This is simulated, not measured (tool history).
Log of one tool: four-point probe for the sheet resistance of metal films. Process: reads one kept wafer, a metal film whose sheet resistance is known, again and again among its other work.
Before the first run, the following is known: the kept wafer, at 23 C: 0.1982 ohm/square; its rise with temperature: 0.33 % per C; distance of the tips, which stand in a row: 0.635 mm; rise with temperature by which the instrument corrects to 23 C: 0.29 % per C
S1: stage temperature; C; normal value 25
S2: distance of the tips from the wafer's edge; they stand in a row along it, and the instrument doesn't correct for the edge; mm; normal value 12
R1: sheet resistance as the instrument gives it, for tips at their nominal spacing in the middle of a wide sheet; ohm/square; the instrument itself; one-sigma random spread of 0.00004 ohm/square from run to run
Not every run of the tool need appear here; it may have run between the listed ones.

Run 1, day 0.000: usual settings. Result: R1 0.199180 ohm/square.
Run 2, day 0.783: usual settings but S1 32 C. Result: R1 0.199701 ohm/square.
Run 3, day 1.392: usual settings but S1 32 C. Result: R1 0.199677 ohm/square.
Run 4, day 2.308: usual settings but S2 4 mm. Result: R1 0.201602 ohm/square.
Run 5, day 3.133: usual settings. Result: R1 0.199274 ohm/square.
Run 6, day 3.638: usual settings. Result: R1 0.199388 ohm/square.
Run 7, day 4.296: usual settings but S1 19 C, S2 56 mm. Result: R1 0.198627 ohm/square.
Run 8, day 5.058: usual settings but S1 19 C, S2 28 mm. Result: R1 0.198616 ohm/square.
Run 9, day 5.888: usual settings but S1 21 C, S2 10 mm. Result: R1 0.199236 ohm/square.
Run 10, day 6.821: usual settings but S1 21 C, S2 10 mm. Result: R1 0.199254 ohm/square.
Run 11, day 7.396: usual settings but S1 22 C, S2 51 mm. Result: R1 0.198938 ohm/square.

Below are 5 alternative next runs, each starting from the tool's condition after run 11. Predict each:
Run A, day 8.421: usual settings but S1 26 C, S2 31 mm. Result: R1 ?.
Run B, day 8.421: usual settings but S1 34 C, S2 58 mm. Result: R1 ?.
Run C, day 8.421: usual settings but S2 32 mm. Result: R1 ?.
Run D, day 8.421: usual settings but S1 18 C, S2 30 mm. Result: R1 ?.
Run E, day 8.421: usual settings but S1 19 C, S2 8 mm. Result: R1 ?.

run        R1
  A  0.199230
  B  0.199753
  C  0.199217
  D  0.198710
  E  0.199492
The same runs, with their run-to-run variation unchanged, on a tool lacking any hidden condition would have given:
run        R1
  A  0.198398
  B  0.198921
  C  0.198385
  D  0.197879
  E  0.198658
